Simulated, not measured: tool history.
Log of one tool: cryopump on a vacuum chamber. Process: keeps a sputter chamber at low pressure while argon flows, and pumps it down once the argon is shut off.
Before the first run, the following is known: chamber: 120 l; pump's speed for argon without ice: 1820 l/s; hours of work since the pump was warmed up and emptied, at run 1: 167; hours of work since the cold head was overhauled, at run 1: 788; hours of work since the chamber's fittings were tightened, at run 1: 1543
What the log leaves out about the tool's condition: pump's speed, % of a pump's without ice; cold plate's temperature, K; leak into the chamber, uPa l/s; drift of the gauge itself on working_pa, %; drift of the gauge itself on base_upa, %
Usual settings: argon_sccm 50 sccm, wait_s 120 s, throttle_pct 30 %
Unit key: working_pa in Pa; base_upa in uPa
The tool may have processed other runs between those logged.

run,hour,argon_sccm,wait_s,throttle_pct,hours of work since the pump was warmed up and emptied,hours of work since the cold head was overhauled,hours of work since the chamber's fittings were tightened,working_pa,base_upa
1,0.0,50,120,30,167,788,1543,0.1573,0.71
2,86.5,76,120,30,201,822,1578,0.2411,0.74
3,154.8,76,120,30,229,850,1605,0.2400,0.77
4,242.2,76,120,30,264,885,1640,0.2416,0.71
5,309.2,50,268,30,291,911,1667,0.1583,0.53
6,378.6,50,268,30,318,939,1695,0.1607,0.55
7,460.1,50,120,42,351,972,1727,0.1160,0.79
8,579.8,50,120,30,399,1020,1775,0.1610,0.77
9,644.4,50,120,30,425,1046,1801,0.1620,0.76
10,705.8,50,120,30,449,1070,1826,0.1624,0.84
11,757.4,41,120,30,470,1091,1846,0.1343,0.76
12,857.9,41,120,30,510,1131,1886,0.1345,0.77
13,913.6,41,120,30,533,1153,1909,0.1342,0.82
14,1026.5,26,120,30,578,1199,1954,0.0863,0.82
# hour 1052.1: pump warmed up, emptied and cooled again
15,1144.2,26,120,30,37,1244,1999,0.0817,0.83
16,1225.3,50,120,33,69,1276,2032,0.1421,0.77
17,1310.6,50,75,33,104,1310,2066,0.1428,0.98
18,1361.6,50,75,33,124,1331,2086,0.1426,1.00
19,1458.0,43,70,24,163,1369,2125,0.1692,0.98
20,1528.9,43,70,24,191,1398,2153,0.1685,1.04
21,1626.2,54,70,24,230,1437,2192,0.2120,1.01
22,1715.2,35,153,29,266,1472,2228,0.1153,0.73
23,1775.8,36,170,24,290,1497,2252,0.1427,0.74
24,1861.4,50,139,30,324,1531,2286,0.1604,0.78
25,1972.3,37,120,30,368,1575,2331,0.1195,0.86
26,2040.2,37,26,17,396,1603,2358,0.2062,2.11
27,2117.2,26,296,49,427,1633,2389,0.0533,0.66
28,2215.7,73,23,49,466,1673,2428,0.1500,2.26
29,2325.6,73,32,49,510,1717,2472,0.1513,1.79
30,2423.9,73,32,49,549,1756,2512,0.1515,1.77
31,2481.7,73,32,49,573,1779,2535,0.1518,1.85
# hour 2515.7: pump warmed up, emptied and cooled again
32,2597.1,85,120,30,33,1824,2579,0.2646,0.86
33,2666.0,21,236,30,60,1851,2607,0.0659,0.69
34,2757.6,46,120,42,97,1888,2643,0.1034,0.89
35,2820.8,46,241,42,122,1913,2669,0.1036,0.66

Describe how what the log doesn't record of the tool's condition differs between the last listed run preceding each entry between runs and the first listed run following it.
Runs 14 to 15: pump warmed up, emptied and cooled again (hour 1052.1)
  pump's speed, % of a pump's without ice: 83.2 -> 99; cold plate's temperature, K: 12.66 -> 12.68; leak into the chamber, uPa l/s: 752 -> 760
  measured minus no-state result, working_pa: +0.0052 -> +0.0006 Pa; base_upa: +0.33 -> +0.27 uPa
Runs 31 to 32: pump warmed up, emptied and cooled again (hour 2515.7)
  pump's speed, % of a pump's without ice: 84 -> 99; cold plate's temperature, K: 12.93 -> 12.95; leak into the chamber, uPa l/s: 864 -> 872
  measured minus no-state result, working_pa: +0.0143 -> +0.0023 Pa; base_upa: +0.42 -> +0.33 uPa
